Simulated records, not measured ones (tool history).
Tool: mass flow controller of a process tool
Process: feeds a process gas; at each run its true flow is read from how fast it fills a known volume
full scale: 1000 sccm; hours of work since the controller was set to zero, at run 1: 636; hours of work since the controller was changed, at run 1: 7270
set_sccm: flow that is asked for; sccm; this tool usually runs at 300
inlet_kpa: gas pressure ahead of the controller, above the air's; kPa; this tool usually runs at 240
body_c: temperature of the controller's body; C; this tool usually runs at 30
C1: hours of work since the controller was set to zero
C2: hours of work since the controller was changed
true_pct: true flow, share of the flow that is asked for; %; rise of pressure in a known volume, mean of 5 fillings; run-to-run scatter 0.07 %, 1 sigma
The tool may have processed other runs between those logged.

Run 1, day 0.000: usual settings; C1 636; C2 7270. Result: true_pct 101.14 %.
Run 2, day 10.908: usual settings; C1 816; C2 7449. Result: true_pct 100.95 %.
Run 3, day 18.775: usual settings; C1 945; C2 7578. Result: true_pct 100.91 %.
Run 4, day 24.050: usual settings; C1 1031; C2 7665. Result: true_pct 100.92 %.
Run 5, day 34.862: usual settings; C1 1209; C2 7842. Result: true_pct 100.88 %.
Run 6, day 40.129: usual settings but inlet_kpa 181 kPa; C1 1295; C2 7929. Result: true_pct 100.55 %.
Run 7, day 47.600: usual settings but inlet_kpa 181 kPa; C1 1418; C2 8051. Result: true_pct 100.43 %.
Run 8, day 56.567: usual settings; C1 1565; C2 8198. Result: true_pct 100.71 %.
At day 57.471: controller's zero set anew.
Run 9, day 64.554: usual settings; C1 116; C2 8329. Result: true_pct 99.90 %.
Run 10, day 71.233: usual settings but set_sccm 621 sccm; C1 226; C2 8439. Result: true_pct 101.38 %.
At day 75.838: controller's zero set anew, once more.
Run 11, day 80.729: usual settings but set_sccm 621 sccm; C1 80; C2 8594. Result: true_pct 102.33 %.
Run 12, day 86.567: usual settings but set_sccm 110 sccm, body_c 31 C; C1 176; C2 8690. Result: true_pct 101.10 %.
Run 13, day 95.850: usual settings but set_sccm 233 sccm, inlet_kpa 200 kPa; C1 328; C2 8843. Result: true_pct 101.23 %.
Run 14, day 105.854: usual settings but set_sccm 233 sccm, inlet_kpa 200 kPa; C1 493; C2 9007. Result: true_pct 101.26 %.
Run 15, day 116.608: usual settings but inlet_kpa 169 kPa, body_c 22 C; C1 669; C2 9183. Result: true_pct 101.49 %.
Run 16, day 121.500: usual settings but inlet_kpa 169 kPa, body_c 22 C; C1 750; C2 9264. Result: true_pct 101.58 %.
Run 17, day 132.188: usual settings but set_sccm 179 sccm, inlet_kpa 187 kPa, body_c 39 C; C1 925; C2 9439. Result: true_pct 100.07 %.
Run 18, day 138.775: usual settings but body_c 24 C; C1 1033; C2 9547. Result: true_pct 101.76 %.
Run 19, day 148.279: usual settings but body_c 21 C; C1 1189; C2 9703. Result: true_pct 101.75 %.
Run 20, day 153.308: usual settings but set_sccm 648 sccm, inlet_kpa 215 kPa, body_c 21 C; C1 1272; C2 9786. Result: true_pct 102.50 %.
Run 21, day 158.362: usual settings but body_c 38 C; C1 1355; C2 9869. Result: true_pct 100.88 %.

For each entry between runs, how does the tool's hidden state at the last listed run before it compare with that at the first listed run after it?
After run 8, before run 9: controller's zero set anew (day 57.471)
  flow at rest that the sensor doesn't see, % of full scale: -0.362 -> -0.579; true flow over the shown one, %: 2.6 -> 2.64
  measured minus no-state result, true_pct: +1.39 -> +0.71 %
After run 10, before run 11: controller's zero set anew, once more (day 75.838)
  flow at rest that the sensor doesn't see, % of full scale: -0.602 -> -0.066; true flow over the shown one, %: 2.68 -> 2.73
  measured minus no-state result, true_pct: +1.71 -> +2.63 %

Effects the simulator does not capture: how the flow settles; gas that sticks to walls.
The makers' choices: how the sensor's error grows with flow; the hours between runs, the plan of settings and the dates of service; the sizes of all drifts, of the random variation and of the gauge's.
